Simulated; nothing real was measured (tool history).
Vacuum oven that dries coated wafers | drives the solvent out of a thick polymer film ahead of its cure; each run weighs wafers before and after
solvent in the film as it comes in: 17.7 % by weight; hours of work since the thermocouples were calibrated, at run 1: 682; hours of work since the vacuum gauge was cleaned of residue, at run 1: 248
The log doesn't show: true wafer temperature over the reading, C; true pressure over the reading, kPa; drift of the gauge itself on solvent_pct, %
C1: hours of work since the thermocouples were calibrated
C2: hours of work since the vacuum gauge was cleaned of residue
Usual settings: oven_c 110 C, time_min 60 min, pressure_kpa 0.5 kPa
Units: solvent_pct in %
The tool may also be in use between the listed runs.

Run 1, hour 0: usual settings; C1 682; C2 248. Result: solvent_pct 1.03 %.
Run 2, hour 30.5: usual settings; C1 701; C2 267. Result: solvent_pct 1.1 %.
Run 3, hour 61.8: usual settings; C1 721; C2 286. Result: solvent_pct 1.09 %.
Run 4, hour 84.8: usual settings; C1 735; C2 300. Result: solvent_pct 1.08 %.
Run 5, hour 99.8: usual settings; C1 744; C2 310. Result: solvent_pct 1.14 %.
Run 6, hour 116.1: usual settings; C1 755; C2 320. Result: solvent_pct 1.09 %.
Run 7, hour 138.3: usual settings; C1 768; C2 334. Result: solvent_pct 1.15 %.
Run 8, hour 164.5: usual settings; C1 785; C2 350. Result: solvent_pct 1.12 %.
Run 9, hour 193.7: usual settings but time_min 51 min; C1 803; C2 368. Result: solvent_pct 1.61 %.
Run 10, hour 222.2: usual settings; C1 821; C2 386. Result: solvent_pct 1.12 %.
Run 11, hour 247.2: usual settings but pressure_kpa 0.621 kPa; C1 836; C2 402. Result: solvent_pct 1.21 %.
Run 12, hour 268.5: usual settings but pressure_kpa 0.621 kPa; C1 850; C2 415. Result: solvent_pct 1.23 %.
Run 13, hour 286.6: usual settings but oven_c 115 C, pressure_kpa 0.621 kPa; C1 861; C2 426. Result: solvent_pct 0.65 %.
Run 14, hour 300.6: usual settings but time_min 95 min; C1 870; C2 435. Result: solvent_pct 0.47 %.
Run 15, hour 329.8: usual settings but time_min 95 min; C1 888; C2 453. Result: solvent_pct 0.47 %.
Run 16, hour 352.3: usual settings but time_min 95 min; C1 902; C2 467. Result: solvent_pct 0.41 %.
Run 17, hour 380.8: usual settings but time_min 95 min, pressure_kpa 1.121 kPa; C1 920; C2 485. Result: solvent_pct 0.7 %.
Run 18, hour 409.7: usual settings but pressure_kpa 1.968 kPa; C1 938; C2 503. Result: solvent_pct 1.64 %.
Run 19, hour 429.2: usual settings but pressure_kpa 1.968 kPa; C1 950; C2 515. Result: solvent_pct 1.64 %.
Run 20, hour 446.3: usual settings; C1 960; C2 526. Result: solvent_pct 1.2 %.
At hour 455.2: oven's thermocouples calibrated.
Run 21, hour 479.9: usual settings; C1 15; C2 545. Result: solvent_pct 1.01 %.
Run 22, hour 496.3: usual settings but time_min 66 min; C1 26; C2 556. Result: solvent_pct 0.83 %.
Run 23, hour 517.2: usual settings but time_min 86 min; C1 39; C2 569. Result: solvent_pct 0.45 %.
Run 24, hour 549: usual settings but time_min 52 min, pressure_kpa 0.436 kPa; C1 58; C2 588. Result: solvent_pct 1.39 %.
Run 25, hour 579.6: usual settings but oven_c 112 C; C1 77; C2 607. Result: solvent_pct 0.83 %.
Run 26, hour 605.6: usual settings but oven_c 112 C; C1 94; C2 624. Result: solvent_pct 0.88 %.
Run 27, hour 632.7: usual settings but oven_c 112 C, time_min 94 min; C1 111; C2 641. Result: solvent_pct 0.35 %.
Run 28, hour 662.1: usual settings but time_min 66 min, pressure_kpa 0.505 kPa; C1 129; C2 659. Result: solvent_pct 0.92 %.
Run 29, hour 676.5: usual settings but oven_c 108 C, time_min 50 min, pressure_kpa 0.505 kPa; C1 138; C2 668. Result: solvent_pct 1.98 %.
Run 30, hour 704.3: usual settings but oven_c 112 C, time_min 56 min, pressure_kpa 0.531 kPa; C1 155; C2 685. Result: solvent_pct 0.96 %.
Run 31, hour 729: usual settings but oven_c 112 C, time_min 56 min, pressure_kpa 0.531 kPa; C1 171; C2 701. Result: solvent_pct 0.97 %.
Run 32, hour 746: usual settings but oven_c 123 C, time_min 61 min, pressure_kpa 1.191 kPa; C1 181; C2 711. Result: solvent_pct 0.35 %.
Run 33, hour 762.9: usual settings but oven_c 112 C, time_min 84 min, pressure_kpa 1.191 kPa; C1 192; C2 722. Result: solvent_pct 0.7 %.
Run 34, hour 791.7: usual settings but oven_c 121 C; C1 210; C2 740. Result: solvent_pct 0.27 %.
Run 35, hour 813.7: usual settings but oven_c 121 C; C1 223; C2 753. Result: solvent_pct 0.26 %.
Run 36, hour 845.4: usual settings but oven_c 121 C; C1 243; C2 773. Result: solvent_pct 0.34 %.
Run 37, hour 865.4: usual settings but oven_c 113 C, pressure_kpa 0.615 kPa; C1 256; C2 786. Result: solvent_pct 0.81 %.
Run 38, hour 894.4: usual settings but time_min 70 min, pressure_kpa 0.388 kPa; C1 274; C2 804. Result: solvent_pct 0.78 %.
Run 39, hour 913.4: usual settings but oven_c 105 C, time_min 83 min, pressure_kpa 0.396 kPa; C1 286; C2 816. Result: solvent_pct 1.01 %.
Run 40, hour 942.4: usual settings but oven_c 105 C, time_min 83 min, pressure_kpa 0.345 kPa; C1 304; C2 834. Result: solvent_pct 1.04 %.
Run 41, hour 965.2: usual settings but oven_c 105 C, time_min 83 min, pressure_kpa 0.345 kPa; C1 318; C2 848. Result: solvent_pct 1.04 %.
Run 42, hour 990.1: usual settings but time_min 104 min, pressure_kpa 0.253 kPa; C1 333; C2 863. Result: solvent_pct 0.38 %.
Run 43, hour 1018.1: usual settings but time_min 104 min, pressure_kpa 0.253 kPa; C1 351; C2 881. Result: solvent_pct 0.3 %.
Run 44, hour 1042.2: usual settings but time_min 104 min, pressure_kpa 0.253 kPa; C1 366; C2 896. Result: solvent_pct 0.3 %.
Run 45, hour 1072: usual settings but oven_c 111 C, time_min 71 min, pressure_kpa 1.414 kPa; C1 384; C2 914. Result: solvent_pct 1.05 %.
Run 46, hour 1097.3: usual settings but oven_c 111 C, time_min 31 min, pressure_kpa 0.694 kPa; C1 400; C2 930. Result: solvent_pct 3.45 %.

Measured less the same run without the tool's hidden state. The same run-to-run variation is in both; the gauge's scatter may not be:
run  solvent_pct
  1        +0.11
  2        +0.12
  3        +0.12
  4        +0.13
  5        +0.14
  6        +0.14
  7        +0.15
  8        +0.15
  9        +0.18
 10        +0.16
 11        +0.17
 12        +0.18
 13        +0.12
 14        +0.11
 15        +0.11
 16        +0.11
 17        +0.13
 18        +0.22
 19        +0.22
 20        +0.21
 21        +0.06
 22        +0.06
 23        +0.08
 24        +0.07
 25        +0.08
 26        +0.08
 27        +0.09
 28         +0.1
 29        +0.11
 30         +0.1
 31         +0.1
 32        +0.07
 33        +0.11
 34        +0.09
 35        +0.08
 36        +0.09
 37        +0.13
 38        +0.14
 39        +0.17
 40        +0.19
 41        +0.18
 42        +0.15
 43        +0.15
 44        +0.14
 45        +0.18
 46        +0.24

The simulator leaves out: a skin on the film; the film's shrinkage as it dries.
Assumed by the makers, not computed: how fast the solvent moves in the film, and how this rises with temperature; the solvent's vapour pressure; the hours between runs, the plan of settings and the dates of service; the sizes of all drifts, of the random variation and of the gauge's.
